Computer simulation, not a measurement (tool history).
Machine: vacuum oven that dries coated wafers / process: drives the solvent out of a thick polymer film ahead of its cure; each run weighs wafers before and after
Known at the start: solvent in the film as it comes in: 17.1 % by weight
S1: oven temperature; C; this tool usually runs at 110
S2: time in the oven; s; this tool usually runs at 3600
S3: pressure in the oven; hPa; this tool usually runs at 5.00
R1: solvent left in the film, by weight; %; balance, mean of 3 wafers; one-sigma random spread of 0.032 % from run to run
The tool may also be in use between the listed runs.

Run 1, day 0.000: usual settings. Result: R1 1.07 %.
Run 2, day 2.550: usual settings. Result: R1 1.11 %.
Run 3, day 4.592: usual settings. Result: R1 1.00 %.
Run 4, day 6.188: usual settings but S1 121 C. Result: R1 0.32 %.
Run 5, day 7.808: usual settings but S1 121 C, S2 1860 s. Result: R1 1.34 %.
Run 6, day 9.904: usual settings but S1 121 C, S2 1860 s. Result: R1 1.35 %.
Run 7, day 11.862: usual settings but S1 120 C. Result: R1 0.43 %.
At day 12.146: oven's thermocouples calibrated.
Run 8, day 14.117: usual settings but S1 120 C. Result: R1 0.35 %.
Run 9, day 15.683: usual settings but S1 120 C. Result: R1 0.40 %.
At day 17.050: oven's thermocouples calibrated, once more.
Run 10, day 17.317: usual settings but S1 120 C. Result: R1 0.58 %.
Run 11, day 19.304: usual settings but S3 3.26 hPa. Result: R1 1.30 %.
Run 12, day 20.800: usual settings but S3 3.25 hPa. Result: R1 1.33 %.
Run 13, day 22.325: usual settings. Result: R1 1.38 %.
Run 14, day 24.367: usual settings. Result: R1 1.38 %.
Run 15, day 25.954: usual settings but S1 114 C. Result: R1 0.93 %.
Run 16, day 27.717: usual settings but S1 114 C. Result: R1 0.94 %.
Run 17, day 29.442: usual settings but S1 114 C. Result: R1 0.91 %.
Run 18, day 30.550: usual settings but S2 4260 s. Result: R1 1.02 %.
Run 19, day 32.529: usual settings but S2 4440 s. Result: R1 0.97 %.
Run 20, day 33.638: usual settings but S2 2580 s. Result: R1 2.43 %.
Run 21, day 34.983: usual settings but S1 112 C, S2 2580 s. Result: R1 2.02 %.
Run 22, day 36.838: usual settings but S1 112 C, S2 2580 s. Result: R1 2.08 %.
Run 23, day 38.954: usual settings but S1 112 C, S2 2580 s. Result: R1 2.11 %.
Run 24, day 40.538: usual settings but S1 118 C, S2 3420 s, S3 13.41 hPa. Result: R1 1.02 %.
Run 25, day 41.638: usual settings but S1 97 C, S3 8.61 hPa. Result: R1 4.04 %.
Run 26, day 43.700: usual settings but S1 97 C, S3 8.61 hPa. Result: R1 4.08 %.
Run 27, day 46.142: usual settings but S1 117 C, S2 3060 s, S3 19.39 hPa. Result: R1 1.37 %.

Below are 5 alternative next runs, each starting from the tool's condition after run 27. Predict each:
Run A, day 48.754: usual settings but S1 115 C, S2 1920 s. Result: R1 ?.
Run B, day 48.754: usual settings but S1 117 C, S2 3060 s, S3 5.45 hPa. Result: R1 ?.
Run C, day 48.754: usual settings but S1 117 C, S2 3060 s, S3 2.59 hPa. Result: R1 ?.
Run D, day 48.754: usual settings but S3 2.78 hPa. Result: R1 ?.
Run E, day 48.754: usual settings but S1 117 C, S2 2280 s, S3 2.71 hPa. Result: R1 ?.

run    R1
  A  2.58
  B  0.93
  C  0.86
  D  1.25
  E  1.58
What these runs would have given with no unlogged condition in the tool:
run    R1
  A  2.35
  B  0.69
  C  0.62
  D  0.95
  E  1.35
